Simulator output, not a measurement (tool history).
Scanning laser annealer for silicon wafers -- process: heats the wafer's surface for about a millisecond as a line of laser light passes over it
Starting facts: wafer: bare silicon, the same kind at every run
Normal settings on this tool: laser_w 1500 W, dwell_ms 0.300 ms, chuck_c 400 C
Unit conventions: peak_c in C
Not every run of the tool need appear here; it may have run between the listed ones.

| run | day | laser_w | dwell_ms | chuck_c | peak_c |
|---|---|---|---|---|---|
| 1 | 0.000 | 1500 | 0.300 | 400 | 1125 |
| 2 | 2.138 | 1500 | 0.300 | 400 | 1122 |
| 3 | 3.283 | 1533 | 0.300 | 400 | 1141 |
| 4 | 5.125 | 1533 | 0.300 | 400 | 1143 |
| 5 | 6.796 | 1533 | 0.300 | 400 | 1139 |
| 6 | 8.354 | 1533 | 0.300 | 400 | 1142 |
|  | 9.792 | window over the wafer cleaned |
| 7 | 10.088 | 1533 | 0.300 | 400 | 1142 |
| 8 | 12.325 | 1533 | 0.300 | 400 | 1140 |
|  | 13.938 | optics aligned, line set to its width |
| 9 | 14.721 | 1533 | 0.300 | 400 | 1143 |
| 10 | 17.083 | 1331 | 0.284 | 400 | 1021 |
| 11 | 18.317 | 1314 | 0.344 | 388 | 1048 |
| 12 | 19.712 | 1603 | 0.300 | 409 | 1189 |
| 13 | 21.188 | 1603 | 0.300 | 409 | 1187 |

Below are 4 alternative next runs, each starting from the tool's condition after run 13. Predict each:
| A | 23.154 | 1573 | 0.300 | 404 | ? |
| B | 23.154 | 1394 | 0.332 | 400 | ? |
| C | 23.154 | 1603 | 0.300 | 413 | ? |
| D | 23.154 | 1587 | 0.300 | 400 | ? |

| run | peak_c |
|---|---|
| A | 1167 |
| B | 1097 |
| C | 1190 |
| D | 1172 |
Without the tool's hidden state the same runs would have given:
| run | peak_c |
|---|---|
| A | 1167 |
| B | 1097 |
| C | 1191 |
| D | 1172 |

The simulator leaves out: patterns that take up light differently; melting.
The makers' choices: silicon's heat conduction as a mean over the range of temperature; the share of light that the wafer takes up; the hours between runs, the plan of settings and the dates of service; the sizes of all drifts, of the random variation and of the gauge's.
